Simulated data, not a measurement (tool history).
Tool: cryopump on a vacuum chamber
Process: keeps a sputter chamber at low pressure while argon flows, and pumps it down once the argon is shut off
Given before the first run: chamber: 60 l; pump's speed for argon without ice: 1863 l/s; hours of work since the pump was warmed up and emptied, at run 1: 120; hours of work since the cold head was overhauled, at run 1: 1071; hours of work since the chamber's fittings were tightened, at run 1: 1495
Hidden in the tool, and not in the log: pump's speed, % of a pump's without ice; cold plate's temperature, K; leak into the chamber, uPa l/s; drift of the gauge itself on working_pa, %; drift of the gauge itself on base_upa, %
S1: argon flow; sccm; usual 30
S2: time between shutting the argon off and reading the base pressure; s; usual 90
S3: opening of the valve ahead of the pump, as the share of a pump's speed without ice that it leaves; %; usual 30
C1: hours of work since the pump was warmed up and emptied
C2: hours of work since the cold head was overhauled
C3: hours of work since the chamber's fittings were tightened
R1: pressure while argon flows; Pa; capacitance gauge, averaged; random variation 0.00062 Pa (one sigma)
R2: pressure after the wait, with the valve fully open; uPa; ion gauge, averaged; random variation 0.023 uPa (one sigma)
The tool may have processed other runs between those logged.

run	hour	S1	S2	S3	C1	C2	C3	R1	R2
1	0	30	90	30	120	1071	1495	0.0946	1.44
2	44	30	90	30	150	1101	1525	0.0949	1.51
3	101	30	90	30	189	1140	1563	0.0962	1.48
4	134.4	30	31	30	211	1162	1586	0.0963	2.64
5	190.5	30	31	30	250	1200	1624	0.0978	2.76
6	231.2	30	31	30	277	1228	1652	0.0986	2.84
7	269	30	31	30	303	1254	1677	0.0976	2.78
8	292.8	30	23	30	319	1270	1693	0.1008	3.43
9	347.1	30	23	30	356	1307	1730	0.1026	3.44
10	405.3	30	23	30	395	1346	1770	0.1036	3.63
11	457.5	30	23	30	431	1381	1805	0.1057	3.59
# hour 488.4: pump warmed up, emptied and cooled again
12	499.6	30	23	30	8	1407	1830	0.0907	3.25
13	552.9	30	23	30	44	1443	1867	0.0929	3.21
14	600.3	17	90	30	76	1475	1899	0.0533	1.59
15	627.1	27	90	30	94	1493	1917	0.084	1.55
16	684.5	27	90	30	133	1532	1956	0.0847	1.68
# hour 710.2: leaking fittings of the chamber tightened, without venting
17	710.2	27	90	30	149	1548	0	0.0859	0.74
18	747	14	22	58	174	1573	25	0.0238	2.66
19	802.8	22	90	16	212	1611	63	0.1292	0.87
20	856.3	22	90	16	248	1647	99	0.1299	0.85
21	911.6	22	90	30	286	1685	137	0.0717	0.86
22	955.7	22	32	59	316	1715	167	0.0405	2.01
23	1008.6	18	52	21	352	1751	202	0.0843	1.4
24	1054.1	23	271	30	382	1782	233	0.0783	0.54
25	1093.3	30	127	36	409	1808	260	0.0891	0.83
26	1118.5	18	90	38	426	1825	277	0.0505	1.01
# hour 1155.3: pump warmed up, emptied and cooled again
27	1179	13	155	40	16	1863	315	0.0297	0.62
28	1205.5	37	36	26	34	1881	333	0.1294	1.83
29	1238.4	30	132	53	56	1903	355	0.0532	0.71
30	1291	30	132	53	92	1939	391	0.054	0.74
31	1332.3	48	278	20	120	1967	419	0.2243	0.54
32	1373.6	30	66	27	148	1995	447	0.1049	1.21
33	1424.2	30	66	27	182	2029	481	0.1071	1.25
34	1475.9	28	276	39	217	2064	516	0.0714	0.65

3 ways to go on from here, each from the tool as it stands after run 34. What would each give?
A	1520.3	50	90	30	248	2094	546	?	?
B	1520.3	36	90	46	248	2094	546	?	?
C	1520.3	25	276	36	248	2094	546	?	?

run	R1	R2
A	0.1633	1.04
B	0.0798	1.06
C	0.0679	0.65
The same runs, with their run-to-run variation unchanged, on a tool lacking any hidden condition would have given:
run	R1	R2
A	0.1518	0.73
B	0.0714	0.74
C	0.0622	0.33
